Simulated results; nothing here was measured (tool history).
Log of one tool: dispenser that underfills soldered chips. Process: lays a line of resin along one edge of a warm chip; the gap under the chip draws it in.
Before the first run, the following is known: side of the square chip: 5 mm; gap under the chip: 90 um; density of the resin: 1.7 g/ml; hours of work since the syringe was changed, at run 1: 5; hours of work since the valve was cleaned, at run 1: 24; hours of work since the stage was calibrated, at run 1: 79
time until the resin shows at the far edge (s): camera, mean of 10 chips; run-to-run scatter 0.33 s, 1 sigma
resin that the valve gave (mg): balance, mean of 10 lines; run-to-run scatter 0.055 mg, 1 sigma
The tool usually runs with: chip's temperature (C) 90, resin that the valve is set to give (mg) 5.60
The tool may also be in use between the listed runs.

run	hour	chip's temperature (C)	resin that the valve is set to give (mg)	hours of work since the syringe was changed	hours of work since the valve was cleaned	hours of work since the stage was calibrated	time until the resin shows at the far edge (s)	resin that the valve gave (mg)
1	0.0	90	5.60	5	24	79	19.8	5.46
2	2.5	90	5.60	6	25	81	23.8	5.48
# hour 3.6: new syringe of resin
3	6.0	77	5.60	2	28	83	29.5	5.45
4	8.6	77	6.53	4	30	85	35.1	6.32
# hour 13.0: new syringe of resin
5	13.0	77	5.06	0	33	88	26.0	4.84
6	17.5	77	5.06	3	36	92	35.0	4.89
7	21.5	77	5.06	6	39	95	45.4	4.88
# hour 22.6: new syringe of resin
8	25.0	90	7.29	2	42	97	15.8	7.02
9	28.4	90	7.29	4	45	100	19.1	7.11
10	30.6	89	5.60	6	46	101	24.2	5.35
# hour 32.0: new syringe of resin
11	33.1	89	5.60	1	48	103	15.8	5.40
12	38.0	90	5.02	5	52	107	21.0	4.80
# hour 41.4: new syringe of resin
13	41.4	79	4.83	0	54	109	24.2	4.54
14	44.7	86	5.62	3	56	112	21.0	5.28
15	48.8	92	4.85	6	60	115	21.4	4.73
# hour 50.9: new syringe of resin
16	53.5	92	4.85	2	63	118	15.4	4.62
17	57.8	99	5.83	5	66	121	14.3	5.43
# hour 60.4: new syringe of resin
18	60.7	90	6.84	0	68	123	13.8	6.51
19	63.5	98	6.29	2	70	125	11.4	5.93
20	67.8	98	6.29	6	74	129	15.5	5.91
# hour 69.9: new syringe of resin
21	72.2	104	4.84	2	77	132	8.8	4.65
22	74.9	79	4.84	4	79	134	34.0	4.57

Branching from run 22: 3 alternative next runs. What would each branch give?
A	78.8	86	4.93	7	82	137	?	?
B	78.8	79	5.66	7	82	137	?	?
C	78.8	81	6.30	7	82	137	?	?

run	time until the resin shows at the far edge (s)	resin that the valve gave (mg)
A	31.3	4.61
B	42.3	5.32
C	37.3	5.91
Take away the tool's hidden state, keep each run's random variation, and the runs would have read:
run	time until the resin shows at the far edge (s)	resin that the valve gave (mg)
A	17.2	4.94
B	23.6	5.68
C	21.2	6.32
